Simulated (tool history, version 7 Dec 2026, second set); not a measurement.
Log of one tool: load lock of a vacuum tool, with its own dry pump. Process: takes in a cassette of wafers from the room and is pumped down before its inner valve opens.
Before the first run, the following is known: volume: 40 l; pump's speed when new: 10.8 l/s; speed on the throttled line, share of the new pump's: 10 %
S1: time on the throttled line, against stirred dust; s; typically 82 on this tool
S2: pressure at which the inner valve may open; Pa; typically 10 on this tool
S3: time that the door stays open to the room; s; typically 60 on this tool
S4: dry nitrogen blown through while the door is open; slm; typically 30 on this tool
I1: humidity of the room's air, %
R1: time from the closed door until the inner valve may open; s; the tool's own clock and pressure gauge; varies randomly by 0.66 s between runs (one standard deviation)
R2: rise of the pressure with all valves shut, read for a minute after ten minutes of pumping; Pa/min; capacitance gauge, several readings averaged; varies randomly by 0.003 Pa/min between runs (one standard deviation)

run     hour   S1  S2   S3  S4    I1     R1     R2
  1        0   82  10   60  30  48.3  110.8  0.079
  2    372.7   82  10   60  30  45.5  112.7  0.082
  3    667.8   82  10   60  30  45.6  112.4  0.083
       761.1  -- dry pump taken out, an overhauled one fitted
  4      982   82  10   60  30  46.9  108.5  0.086
  5   1474.9   82  10   60  30  47.6  109.4  0.085
  6   1872.2   82  10   60  30  40.8  109.1   0.09
  7   2303.4   82  10   60  30    45  109.7  0.091
  8   2783.1  161  10   60  30  47.1  180.4  0.096
  9   3231.7  161  10   60  30  44.5  180.1    0.1
 10   3596.9  161  10   60  30  44.3  179.9  0.098
 11   3936.5  161  10   60  30  47.2  181.7  0.108
 12   4373.3  161  10   60  30    43    180  0.099
 13   4644.5   82  10   60  30  46.2  109.5  0.106
 14   5040.6   82  10   60  30  46.6  110.8  0.107
 15   5532.6   82  10   60   4  42.2  109.3  0.153
 16   5759.5  156  13   97  35  43.1  174.4  0.124
 17   6153.4  156  13   97  35  42.5  174.6  0.124
 18   6528.3   82  10   77  30  44.8  111.1  0.121
 19   6828.6   78  20   32  30    42  104.1  0.108
 20   7207.4   82  17  162  30  44.5  109.1  0.153
 21   7444.6   49  14   60  30  48.7     79  0.136
 22   7888.7   49   7   60  30  43.8   82.3  0.133
 23     8369   57  10   60  30    42   87.6  0.132
 24   8629.6   57  10   60  30    45   89.2  0.137
 25   9030.6   57   7   29  30  43.4   91.3  0.129
 26     9250   72   7   64  30    45  103.4  0.142
 27   9542.3   82  10   60  37    44  109.8  0.141
 28  10035.8   66  10   36  37  45.6   98.1  0.142

Some steps in R1 between neighbouring runs. How much of each would the tool show without its hidden state too (settings, what came in, random variation), and how much is left for the hidden state, with any gauge scatter that isn't in both results?
Hidden conditions of the tool in this case: pump's speed, % of a new pump's; leak at the door's seal, Pa l/s; drift of the gauge itself on ready_s, %; drift of the gauge itself on rise_pa_min, %.
Run 3 -> 4: dry pump taken out, an overhauled one fitted. R1 -3.9 s: hidden state -3.7, all else -0.2.
Run 7 -> 8: S1 82 -> 161. R1 +70.7 s: hidden state -0.1, all else +70.8.
Run 12 -> 13: S1 161 -> 82. R1 -70.5 s: hidden state +0.4, all else -70.9.
Run 17 -> 18: S1 156 -> 82, S2 13 -> 10, S3 97 -> 77, S4 35 -> 30. R1 -63.5 s: hidden state +0.6, all else -64.1.
